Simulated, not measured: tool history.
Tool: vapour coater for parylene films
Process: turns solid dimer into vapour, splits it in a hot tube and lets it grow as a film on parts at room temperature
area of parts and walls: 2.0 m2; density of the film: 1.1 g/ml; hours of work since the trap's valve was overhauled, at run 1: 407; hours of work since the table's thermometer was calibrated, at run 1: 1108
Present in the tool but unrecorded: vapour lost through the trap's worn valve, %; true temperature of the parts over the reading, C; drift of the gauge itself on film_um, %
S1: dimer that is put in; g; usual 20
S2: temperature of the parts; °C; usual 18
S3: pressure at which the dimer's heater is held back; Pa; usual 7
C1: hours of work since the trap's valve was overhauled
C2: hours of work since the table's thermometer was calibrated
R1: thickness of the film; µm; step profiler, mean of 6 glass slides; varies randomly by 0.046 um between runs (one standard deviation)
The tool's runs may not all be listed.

run,day,S1,S2,S3,C1,C2,R1
1,0,20,18,7,407,1108,4.74
2,1.2,13,18,7,432,1133,3.02
# day 1.458: trap's valve overhauled
3,3.104,13,18,7,34,1169,3.3
4,4.483,13,18,7,62,1197,3.27
5,5.338,13,18,7,80,1215,3.2
6,6.488,13,18,7,104,1239,3.26
7,8.054,20,18,7,136,1271,4.96
8,9.25,20,18,7,161,1296,4.93
9,10.488,20,18,7,186,1321,4.92
10,11.596,20,18,3.5,209,1344,5.52
11,12.9,20,18,3.5,236,1371,5.4
12,13.954,20,18,3.5,258,1393,5.37
13,14.725,35,18,7,274,1409,8.39
14,16.4,20,18,7,308,1443,4.68
15,17.212,20,18,7,325,1460,4.7
16,18.8,20,18,4.46,358,1493,5.05
17,19.542,27,18,7,373,1508,6.26
# day 20.062: table's thermometer calibrated
18,20.358,22,18,6.67,389,6,5.23
19,22.088,23,18,5.96,425,42,5.55
# day 22.758: trap's valve overhauled
20,23.95,17,17,2.26,25,77,5.42
21,24.662,17,17,2.26,39,91,5.33
22,25.638,18,10,10.21,59,111,4.98
23,27.312,20,27,2.64,94,146,4.99
24,28.233,20,27,2.64,113,165,4.9
25,29.4,20,27,2.64,137,189,4.83
26,30.417,15,24,3.13,158,210,3.72
27,31.192,15,24,3.13,174,226,3.72
28,32.354,15,24,3.13,198,250,3.68

3 ways to go on from here, each from the tool as it stands after run 28. What would each give?
A,33.971,15,15,3.13,231,283,?
B,33.971,15,10,3.13,231,283,?
C,33.971,19,21,7.79,231,283,?

run,R1
A,4.39
B,5.02
C,4.2
What these runs would have given with no unlogged condition in the tool:
run,R1
A,4.69
B,5.36
C,4.49
